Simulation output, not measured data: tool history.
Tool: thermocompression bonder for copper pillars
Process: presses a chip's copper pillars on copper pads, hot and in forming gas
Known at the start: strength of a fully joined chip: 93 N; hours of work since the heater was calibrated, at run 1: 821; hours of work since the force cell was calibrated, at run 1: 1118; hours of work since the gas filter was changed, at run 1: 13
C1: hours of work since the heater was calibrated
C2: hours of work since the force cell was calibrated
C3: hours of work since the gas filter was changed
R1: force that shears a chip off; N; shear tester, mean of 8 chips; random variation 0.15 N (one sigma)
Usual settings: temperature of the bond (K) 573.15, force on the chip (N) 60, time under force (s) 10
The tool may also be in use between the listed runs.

run 1 hour=0.0 | temperature_of_the_bond_(K)=573.15 force_on_the_chip_(N)=60 time_under_force_(s)=10 | C1=821 C2=1118 C3=13 | R1=54.2
run 2 hour=24.0 | temperature_of_the_bond_(K)=573.15 force_on_the_chip_(N)=60 time_under_force_(s)=10 | C1=839 C2=1136 C3=31 | R1=54.3
run 3 hour=52.6 | temperature_of_the_bond_(K)=600.15 force_on_the_chip_(N)=60 time_under_force_(s)=10 | C1=860 C2=1157 C3=52 | R1=68.9
run 4 hour=78.8 | temperature_of_the_bond_(K)=556.15 force_on_the_chip_(N)=60 time_under_force_(s)=10 | C1=879 C2=1176 C3=72 | R1=44.7
run 5 hour=97.3 | temperature_of_the_bond_(K)=557.15 force_on_the_chip_(N)=60 time_under_force_(s)=10 | C1=893 C2=1190 C3=85 | R1=45.0
run 6 hour=131.0 | temperature_of_the_bond_(K)=557.15 force_on_the_chip_(N)=60 time_under_force_(s)=10 | C1=918 C2=1215 C3=110 | R1=44.8
run 7 hour=157.1 | temperature_of_the_bond_(K)=557.15 force_on_the_chip_(N)=60 time_under_force_(s)=10 | C1=937 C2=1234 C3=129 | R1=45.1
-- hour=162.1 force cell calibrated
run 8 hour=178.1 | temperature_of_the_bond_(K)=573.15 force_on_the_chip_(N)=67 time_under_force_(s)=10 | C1=951 C2=12 C3=144 | R1=57.3
run 9 hour=205.3 | temperature_of_the_bond_(K)=573.15 force_on_the_chip_(N)=60 time_under_force_(s)=11 | C1=971 C2=32 C3=164 | R1=56.1
run 10 hour=241.5 | temperature_of_the_bond_(K)=573.15 force_on_the_chip_(N)=60 time_under_force_(s)=11 | C1=998 C2=59 C3=191 | R1=55.7
run 11 hour=265.7 | temperature_of_the_bond_(K)=573.15 force_on_the_chip_(N)=60 time_under_force_(s)=11 | C1=1016 C2=76 C3=209 | R1=55.8
run 12 hour=299.3 | temperature_of_the_bond_(K)=573.15 force_on_the_chip_(N)=60 time_under_force_(s)=10 | C1=1041 C2=101 C3=233 | R1=54.1
run 13 hour=320.6 | temperature_of_the_bond_(K)=573.15 force_on_the_chip_(N)=60 time_under_force_(s)=10 | C1=1057 C2=117 C3=249 | R1=53.8
run 14 hour=342.2 | temperature_of_the_bond_(K)=558.15 force_on_the_chip_(N)=60 time_under_force_(s)=10 | C1=1073 C2=133 C3=265 | R1=45.6
run 15 hour=378.1 | temperature_of_the_bond_(K)=573.15 force_on_the_chip_(N)=60 time_under_force_(s)=10 | C1=1099 C2=160 C3=292 | R1=53.9
-- hour=403.7 forming gas filter changed
run 16 hour=406.1 | temperature_of_the_bond_(K)=573.15 force_on_the_chip_(N)=60 time_under_force_(s)=10 | C1=1119 C2=180 C3=2 | R1=54.1
run 17 hour=436.0 | temperature_of_the_bond_(K)=573.15 force_on_the_chip_(N)=60 time_under_force_(s)=10 | C1=1141 C2=202 C3=24 | R1=54.2
run 18 hour=459.4 | temperature_of_the_bond_(K)=573.15 force_on_the_chip_(N)=77 time_under_force_(s)=10 | C1=1159 C2=219 C3=41 | R1=60.5
run 19 hour=494.1 | temperature_of_the_bond_(K)=595.15 force_on_the_chip_(N)=60 time_under_force_(s)=10 | C1=1184 C2=245 C3=67 | R1=66.1
run 20 hour=519.0 | temperature_of_the_bond_(K)=595.15 force_on_the_chip_(N)=60 time_under_force_(s)=10 | C1=1203 C2=263 C3=85 | R1=66.1
run 21 hour=553.8 | temperature_of_the_bond_(K)=590.15 force_on_the_chip_(N)=60 time_under_force_(s)=7 | C1=1228 C2=289 C3=111 | R1=57.4
run 22 hour=576.9 | temperature_of_the_bond_(K)=544.15 force_on_the_chip_(N)=60 time_under_force_(s)=6 | C1=1246 C2=306 C3=128 | R1=30.9
run 23 hour=595.1 | temperature_of_the_bond_(K)=565.15 force_on_the_chip_(N)=60 time_under_force_(s)=10 | C1=1259 C2=319 C3=141 | R1=49.4
run 24 hour=631.1 | temperature_of_the_bond_(K)=573.15 force_on_the_chip_(N)=60 time_under_force_(s)=11 | C1=1286 C2=346 C3=168 | R1=55.6
run 25 hour=650.5 | temperature_of_the_bond_(K)=573.15 force_on_the_chip_(N)=63 time_under_force_(s)=13 | C1=1300 C2=360 C3=182 | R1=59.7
run 26 hour=684.3 | temperature_of_the_bond_(K)=560.15 force_on_the_chip_(N)=36 time_under_force_(s)=19 | C1=1325 C2=385 C3=207 | R1=44.2
run 27 hour=723.3 | temperature_of_the_bond_(K)=581.15 force_on_the_chip_(N)=60 time_under_force_(s)=13 | C1=1354 C2=414 C3=236 | R1=62.7
run 28 hour=761.8 | temperature_of_the_bond_(K)=581.15 force_on_the_chip_(N)=83 time_under_force_(s)=13 | C1=1382 C2=443 C3=265 | R1=70.8
run 29 hour=795.1 | temperature_of_the_bond_(K)=567.15 force_on_the_chip_(N)=54 time_under_force_(s)=13 | C1=1407 C2=467 C3=289 | R1=52.0
-- hour=823.2 forming gas filter changed
run 30 hour=824.1 | temperature_of_the_bond_(K)=559.15 force_on_the_chip_(N)=55 time_under_force_(s)=7 | C1=1428 C2=488 C3=1 | R1=38.1
run 31 hour=845.7 | temperature_of_the_bond_(K)=559.15 force_on_the_chip_(N)=55 time_under_force_(s)=7 | C1=1444 C2=504 C3=17 | R1=38.4
run 32 hour=869.3 | temperature_of_the_bond_(K)=559.15 force_on_the_chip_(N)=55 time_under_force_(s)=7 | C1=1461 C2=522 C3=34 | R1=38.4
run 33 hour=905.0 | temperature_of_the_bond_(K)=559.15 force_on_the_chip_(N)=55 time_under_force_(s)=7 | C1=1488 C2=548 C3=60 | R1=38.2
run 34 hour=926.9 | temperature_of_the_bond_(K)=576.15 force_on_the_chip_(N)=56 time_under_force_(s)=8 | C1=1504 C2=564 C3=77 | R1=50.0
run 35 hour=946.2 | temperature_of_the_bond_(K)=571.15 force_on_the_chip_(N)=40 time_under_force_(s)=14 | C1=1518 C2=578 C3=91 | R1=47.6
-- hour=967.4 heater calibrated with a thermocouple chip
run 36 hour=971.4 | temperature_of_the_bond_(K)=589.15 force_on_the_chip_(N)=43 time_under_force_(s)=6 | C1=3 C2=596 C3=108 | R1=45.4
-- hour=989.3 gauge calibrated
run 37 hour=999.9 | temperature_of_the_bond_(K)=594.15 force_on_the_chip_(N)=78 time_under_force_(s)=9 | C1=24 C2=617 C3=129 | R1=71.0
run 38 hour=1019.3 | temperature_of_the_bond_(K)=594.15 force_on_the_chip_(N)=78 time_under_force_(s)=9 | C1=38 C2=631 C3=143 | R1=71.2
run 39 hour=1051.6 | temperature_of_the_bond_(K)=591.15 force_on_the_chip_(N)=62 time_under_force_(s)=7 | C1=62 C2=655 C3=167 | R1=58.9
run 40 hour=1079.8 | temperature_of_the_bond_(K)=591.15 force_on_the_chip_(N)=62 time_under_force_(s)=7 | C1=83 C2=676 C3=188 | R1=58.8

How the hidden state differs across the entries between the runs, from the last listed run before each to the first after it:
Between runs 7 and 8: force cell calibrated (hour 162.1)
  force that reaches the chip, % of what is set: 99.8 -> 100; oxide that the forming gas leaves, % of the face: 0.59 -> 0.6; drift of the gauge itself on shear_n, %: -0.23 -> -0.26
  measured less the result without the state, R1: +0.0 -> -0.1 N
Between runs 15 and 16: forming gas filter changed (hour 403.7)
  oxide that the forming gas leaves, % of the face: 0.7 -> 0.5; drift of the gauge itself on shear_n, %: -0.56 -> -0.6
  measured less the result without the state, R1: -0.3 -> -0.2 N
Between runs 29 and 30: forming gas filter changed (hour 823.2)
  oxide that the forming gas leaves, % of the face: 0.7 -> 0.5; drift of the gauge itself on shear_n, %: -1.17 -> -1.21
  measured less the result without the state, R1: -0.6 -> -0.4 N
Between runs 35 and 36: heater calibrated with a thermocouple chip (hour 967.4)
  true temperature of the bond over the reading, C: 0.3 -> 0; oxide that the forming gas leaves, % of the face: 0.56 -> 0.57; drift of the gauge itself on shear_n, %: -1.39 -> -1.43
  measured less the result without the state, R1: -0.5 -> -0.8 N
Between runs 36 and 37: gauge calibrated (hour 989.3)
  oxide that the forming gas leaves, % of the face: 0.57 -> 0.59; drift of the gauge itself on shear_n, %: -1.43 -> -0.02
  measured less the result without the state, R1: -0.8 -> -0.1 N
